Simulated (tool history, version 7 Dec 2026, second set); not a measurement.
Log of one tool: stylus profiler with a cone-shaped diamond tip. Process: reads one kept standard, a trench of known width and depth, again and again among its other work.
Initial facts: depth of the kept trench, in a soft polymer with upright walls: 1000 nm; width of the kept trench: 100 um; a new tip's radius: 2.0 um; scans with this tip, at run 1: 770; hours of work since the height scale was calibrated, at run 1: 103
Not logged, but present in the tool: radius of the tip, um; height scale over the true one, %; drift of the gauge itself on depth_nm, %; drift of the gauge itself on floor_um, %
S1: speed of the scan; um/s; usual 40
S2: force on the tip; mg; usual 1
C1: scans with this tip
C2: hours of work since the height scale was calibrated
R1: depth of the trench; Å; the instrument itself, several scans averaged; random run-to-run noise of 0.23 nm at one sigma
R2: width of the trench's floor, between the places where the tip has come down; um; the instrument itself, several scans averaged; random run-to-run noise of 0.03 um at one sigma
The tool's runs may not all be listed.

run     day   S1    S2    C1   C2       R1     R2
  1       0   40     1   770  103  10085.5  95.94
  2   1.183   40     1   887  118  10092.4  95.88
  3   3.121   40     1  1079  144  10091.1  95.86
  4   4.517   40  2.42  1218  162    10163  95.86
  5   5.712   40  2.42  1336  178    10159   95.8
  6   6.954   40  2.42  1459  195  10163.9  95.87
  7   8.412   40     1  1604  214  10092.4  95.66
  8  10.142  115     1  1776  237  10098.5  95.03
  9  11.067  115     1  1867  249  10094.9  95.06
 10  13.179  115     1  2077  277  10097.1  94.99
 11  15.296   40     1  2287  305  10103.5  95.51
 12  16.625   40     1  2418  322  10099.4  95.46
 13      18   40     1  2555  341  10099.3  95.37
 14  20.117   26  0.86  2765  369  10094.9  95.48
 15  21.458   33   0.4  2898  386  10067.2  95.27
 16  23.304   33   0.4  3081  411  10069.1   95.2
 17  24.533   13  0.37  3203  427  10064.5  95.46
 18  25.808   57  0.57  3329  444  10081.8  95.04
 19  27.942   43  1.59  3541  472  10139.2  95.27
 20  29.412   12  0.95  3686  491  10106.3  95.35
 21  30.842   12  0.95  3828  510  10109.7  95.33
 22    31.8   12  0.95  3923  523    10107  95.25
 23  33.892   15  0.53  4131  551  10080.1   95.2
 24  35.904   14  1.67  4330  577  10147.3  95.23
 25  37.512   35  0.72  4490  599  10095.7  94.95
 26  39.017   10  2.96  4639  618  10201.8  95.17

For some of the steps in R1 from one run to the next: how much would appear even if the tool had no hidden state, given the settings, what came in and random variation, and how much remains for the hidden state plus any gauge scatter that the measured result and the result without hidden state don't share?
Run 3 -> 4: S2 1 -> 2.42. R1 +71.9 Å: hidden state +0.9, all else +71.
Run 10 -> 11: S1 115 -> 40. R1 +6.4 Å: hidden state +1.3, all else +5.1.
Run 18 -> 19: S1 57 -> 43, S2 0.57 -> 1.59. R1 +57.4 Å: hidden state +1.4, all else +56.
Run 25 -> 26: S1 35 -> 10, S2 0.72 -> 2.96. R1 +106.1 Å: hidden state +1.3, all else +104.8.
